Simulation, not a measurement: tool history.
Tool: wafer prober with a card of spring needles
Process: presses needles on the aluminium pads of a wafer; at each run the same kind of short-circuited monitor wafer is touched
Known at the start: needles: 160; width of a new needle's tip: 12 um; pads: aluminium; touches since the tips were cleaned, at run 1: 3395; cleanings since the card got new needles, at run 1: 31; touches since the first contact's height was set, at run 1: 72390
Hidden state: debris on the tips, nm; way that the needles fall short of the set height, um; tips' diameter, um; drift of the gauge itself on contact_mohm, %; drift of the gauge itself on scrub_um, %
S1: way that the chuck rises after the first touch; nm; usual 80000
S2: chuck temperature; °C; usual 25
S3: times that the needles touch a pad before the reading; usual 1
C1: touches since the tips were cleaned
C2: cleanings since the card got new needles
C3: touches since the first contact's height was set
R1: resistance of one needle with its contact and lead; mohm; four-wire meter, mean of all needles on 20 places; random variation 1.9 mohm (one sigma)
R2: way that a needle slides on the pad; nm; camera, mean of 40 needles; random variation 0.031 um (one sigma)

run   hour     S1   S2  S3    C1   C2      C3   R1     R2
  1      0  80000   25   1  3395   31   72390  224  12690
       4.4  -- tips cleaned on abrasive film
      13.1  -- tips cleaned on abrasive film
      23.6  -- tips cleaned on abrasive film
      34.2  -- tips cleaned on abrasive film
  2   40.3  80000   25   1  3652   35   96575  221  12630
      44.7  -- tips cleaned on abrasive film
      53.3  -- tips cleaned on abrasive film
      64.2  -- tips cleaned on abrasive film
      74.9  -- tips cleaned on abrasive film
      85.5  -- tips cleaned on abrasive film
  3   87.9  80000   25   1  1483   40  125179  217  12710
      92.5  -- height of the first contact set anew
      94.8  -- tips cleaned on abrasive film
     105.6  -- tips cleaned on abrasive film
  4  107.8  80000   25   3  1317   42    9128  210  12490
     114.3  -- tips cleaned on abrasive film
     125.1  -- tips cleaned on abrasive film
     135.9  -- tips cleaned on abrasive film
  5  136.3  80000   25   3   198   45   26247  208  12430
       145  -- tips cleaned on abrasive film
     155.8  -- tips cleaned on abrasive film
     166.6  -- tips cleaned on abrasive film
  6  171.3  80000   25   2  2879   48   47321  214  12400
     175.6  -- tips cleaned on abrasive film
     186.4  -- tips cleaned on abrasive film
     197.1  -- tips cleaned on abrasive film
  7  197.2  80000   42   1    53   51   62858  213  12380
     207.9  -- tips cleaned on abrasive film
     218.7  -- tips cleaned on abrasive film
  8  227.1  80000   42   1  5056   53   80832  230  12360
     229.3  -- tips cleaned on abrasive film
       240  -- tips cleaned on abrasive film
     250.8  -- tips cleaned on abrasive film
     261.6  -- tips cleaned on abrasive film
  9  263.5  80000   25   1  1150   57  102715  216  12360
     272.2  -- tips cleaned on abrasive film
     282.9  -- tips cleaned on abrasive film
     292.6  -- tips cleaned on abrasive film
 10  292.6  80000   75   1     0   60  120188  223  12320
     303.4  -- tips cleaned on abrasive film
     305.9  -- height of the first contact set anew
     312.4  -- tips cleaned on abrasive film
     323.2  -- tips cleaned on abrasive film
     334.1  -- tips cleaned on abrasive film
     336.5  -- height of the first contact set anew, once more
 11  340.3  88000   25   1  3624   64    2322  221  14060
     344.7  -- tips cleaned on abrasive film
     355.5  -- tips cleaned on abrasive film
     366.3  -- tips cleaned on abrasive film
 12  369.2  80000   25   1  1737   67   19639  216  12780
     375.7  -- tips cleaned on abrasive film
     386.6  -- tips cleaned on abrasive film
     397.4  -- tips cleaned on abrasive film
     408.2  -- tips cleaned on abrasive film
 13  416.4  80000   25   1  4992   71   48063  224  12730
     418.7  -- tips cleaned on abrasive film
     427.4  -- tips cleaned on abrasive film
 14  435.7  60000  111   1  5061   73   59633  255   9520
       438  -- tips cleaned on abrasive film
     448.8  -- tips cleaned on abrasive film
     459.6  -- tips cleaned on abrasive film
     468.5  -- tips cleaned on abrasive film
 15  468.5  60000  111   1     0   77   79250  227   9520
     477.1  -- tips cleaned on abrasive film
       488  -- tips cleaned on abrasive film
 16  491.1  85000  105   2  1875   79   92846  233  13460
     497.6  -- tips cleaned on abrasive film
     508.4  -- tips cleaned on abrasive film
 17  516.4  71000  105   2  4805   81  108066  237  11230
     518.6  -- tips cleaned on abrasive film
     529.4  -- tips cleaned on abrasive film
       540  -- tips cleaned on abrasive film
     548.7  -- height of the first contact set anew
     550.9  -- tips cleaned on abrasive film
     561.7  -- tips cleaned on abrasive film
 18  562.3  69000   25   1   411   86    8163  215  10950
       571  -- tips cleaned on abrasive film
     581.9  -- tips cleaned on abrasive film
     592.5  -- tips cleaned on abrasive film
     603.3  -- tips cleaned on abrasive film
 19  606.1  76000   37   1  1694   90   34453  223  12140
     612.6  -- tips cleaned on abrasive film
     623.4  -- tips cleaned on abrasive film
     633.9  -- tips cleaned on abrasive film
     644.7  -- tips cleaned on abrasive film
 20  650.4  80000   57   3  3447   94   61077  222  12670
     654.8  -- tips cleaned on abrasive film
     665.3  -- tips cleaned on abrasive film
     676.2  -- tips cleaned on abrasive film
     686.2  -- tips cleaned on abrasive film
 21  686.2  72000   33   3     0   98   82586  210  11380
     697.1  -- tips cleaned on abrasive film
     707.9  -- tips cleaned on abrasive film
 22  714.5  95000   98   2  4032  100   99634  229  15060
     716.8  -- tips cleaned on abrasive film
     727.6  -- tips cleaned on abrasive film
     737.7  -- tips cleaned on abrasive film
 23  737.7  95000   98   2     0  103  113523  220  14980
     748.5  -- tips cleaned on abrasive film
     759.4  -- tips cleaned on abrasive film
     761.8  -- height of the first contact set anew
     770.5  -- tips cleaned on abrasive film
     781.3  -- tips cleaned on abrasive film
 24  784.9  67000   98   2  2181  107   13898  232  10760
     791.5  -- tips cleaned on abrasive film
       802  -- tips cleaned on abrasive film
     812.8  -- tips cleaned on abrasive film
     821.5  -- tips cleaned on abrasive film
 25  824.7  79000   25   3  1972  111   37790  207  12570
     831.1  -- tips cleaned on abrasive film
     841.9  -- tips cleaned on abrasive film
 26  849.6  79000   25   3  4687  113   52774  213  12540

Forecast each of these 5 alternatives for the next run:
     851.9  -- tips cleaned on abrasive film
     862.7  -- tips cleaned on abrasive film
     873.4  -- tips cleaned on abrasive film
  A  877.8  70000  67   1  2682  116  69682   ?   ?
     851.9  -- tips cleaned on abrasive film
     862.7  -- tips cleaned on abrasive film
     873.4  -- tips cleaned on abrasive film
  B  877.8  76000  31   3  2682  116  69682   ?   ?
     851.9  -- tips cleaned on abrasive film
     862.7  -- tips cleaned on abrasive film
     873.4  -- tips cleaned on abrasive film
  C  877.8  69000  73   1  2682  116  69682   ?   ?
     851.9  -- tips cleaned on abrasive film
     862.7  -- tips cleaned on abrasive film
     873.4  -- tips cleaned on abrasive film
  D  877.8  80000  25   1  2682  116  69682   ?   ?
     851.9  -- tips cleaned on abrasive film
     862.7  -- tips cleaned on abrasive film
     873.4  -- tips cleaned on abrasive film
  E  877.8  74000  34   3  2682  116  69682   ?   ?

run   R1     R2
  A  231  11120
  B  215  12030
  C  236  10980
  D  222  12710
  E  215  11800
Without the tool's hidden state the same runs would have given:
run   R1     R2
  A  213  11210
  B  209  12130
  C  218  11070
  D  206  12810
  E  209  11900
